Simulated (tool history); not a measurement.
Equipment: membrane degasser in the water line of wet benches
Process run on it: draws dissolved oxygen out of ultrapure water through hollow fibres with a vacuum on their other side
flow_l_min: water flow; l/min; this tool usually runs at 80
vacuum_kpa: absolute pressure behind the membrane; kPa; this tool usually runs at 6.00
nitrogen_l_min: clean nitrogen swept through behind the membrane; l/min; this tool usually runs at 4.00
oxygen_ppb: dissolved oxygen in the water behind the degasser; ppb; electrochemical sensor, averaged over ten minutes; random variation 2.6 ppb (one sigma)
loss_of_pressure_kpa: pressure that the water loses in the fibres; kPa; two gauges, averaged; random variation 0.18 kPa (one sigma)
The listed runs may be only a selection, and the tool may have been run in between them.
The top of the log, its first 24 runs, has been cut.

| run | hour | flow_l_min | vacuum_kpa | nitrogen_l_min | oxygen_ppb | loss_of_pressure_kpa |
|---|---|---|---|---|---|---|
| 25 | 1251.3 | 95 | 5.39 | 2.10 | 428.1 | 49.77 |
| 26 | 1289.0 | 95 | 5.39 | 2.10 | 425.7 | 49.76 |
| 27 | 1326.2 | 95 | 12.74 | 2.10 | 988.2 | 49.09 |
| 28 | 1369.4 | 71 | 12.74 | 3.27 | 513.4 | 36.86 |
| 29 | 1418.8 | 103 | 11.98 | 4.00 | 736.9 | 53.90 |
| 30 | 1472.5 | 103 | 7.34 | 4.00 | 510.6 | 53.71 |
| 31 | 1530.9 | 103 | 7.34 | 10.72 | 389.1 | 53.32 |
| 32 | 1580.3 | 106 | 14.73 | 1.65 | 1397.1 | 55.28 |

Each row is a separate what-if for the run after 32, all from the same tool condition, not one after another. Results?
| A | 1617.4 | 127 | 6.00 | 4.00 | ? | ? |
| B | 1617.4 | 123 | 12.61 | 3.41 | ? | ? |
| C | 1617.4 | 76 | 6.52 | 9.06 | ? | ? |

| run | oxygen_ppb | loss_of_pressure_kpa |
|---|---|---|
| A | 686.9 | 65.65 |
| B | 1061.2 | 63.58 |
| C | 183.2 | 39.49 |
With no hidden state in the tool, these same runs would have given:
| run | oxygen_ppb | loss_of_pressure_kpa |
|---|---|---|
| A | 686.6 | 66.19 |
| B | 1060.8 | 64.11 |
| C | 183.1 | 39.82 |
